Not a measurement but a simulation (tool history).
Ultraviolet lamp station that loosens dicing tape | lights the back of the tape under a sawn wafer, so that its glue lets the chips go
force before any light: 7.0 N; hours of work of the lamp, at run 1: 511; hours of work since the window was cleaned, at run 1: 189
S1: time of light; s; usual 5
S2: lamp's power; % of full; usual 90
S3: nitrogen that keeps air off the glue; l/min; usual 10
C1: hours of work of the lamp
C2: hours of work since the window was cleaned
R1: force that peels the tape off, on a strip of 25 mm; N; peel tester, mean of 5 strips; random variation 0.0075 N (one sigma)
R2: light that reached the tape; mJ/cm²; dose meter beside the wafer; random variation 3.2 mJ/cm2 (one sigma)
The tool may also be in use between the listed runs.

run	hour	S1	S2	S3	C1	C2	R1	R2
1	0.0	5	90	10	511	189	0.432	408
2	21.5	5	90	10	520	198	0.462	402
3	71.4	5	90	10	540	218	0.474	390
4	123.5	5	90	10	562	240	0.480	388
5	174.9	5	90	10	583	261	0.507	376
# hour 177.9: window cleaned of glue's vapour
6	215.1	5	90	10	600	15	0.613	332
7	238.1	5	90	7	609	25	0.741	336
8	277.8	5	90	7	625	41	0.739	330
9	309.7	9	90	7	639	54	0.263	581
# hour 316.3: window cleaned of glue's vapour, once more
10	350.3	2	97	18	655	14	1.487	185
11	378.4	2	97	18	667	26	1.530	181
12	401.5	2	69	19	676	35	2.350	132
13	448.2	4	70	5	695	54	1.392	260
14	486.6	5	94	6	711	70	0.494	428
15	529.2	3	94	6	729	88	1.304	252
16	566.5	3	94	6	744	103	1.312	251

Forecast each of these 4 alternatives for the next run:
A	594.0	9	65	4	756	115	?	?
B	594.0	5	90	10	756	115	?	?
C	594.0	5	90	9	756	115	?	?
D	594.0	3	93	6	756	115	?	?

run	R1	R2
A	0.425	512
B	0.460	392
C	0.488	388
D	1.350	246
Without the tool's hidden state the same runs would have given:
run	R1	R2
A	0.261	667
B	0.280	510
C	0.295	505
D	0.864	319

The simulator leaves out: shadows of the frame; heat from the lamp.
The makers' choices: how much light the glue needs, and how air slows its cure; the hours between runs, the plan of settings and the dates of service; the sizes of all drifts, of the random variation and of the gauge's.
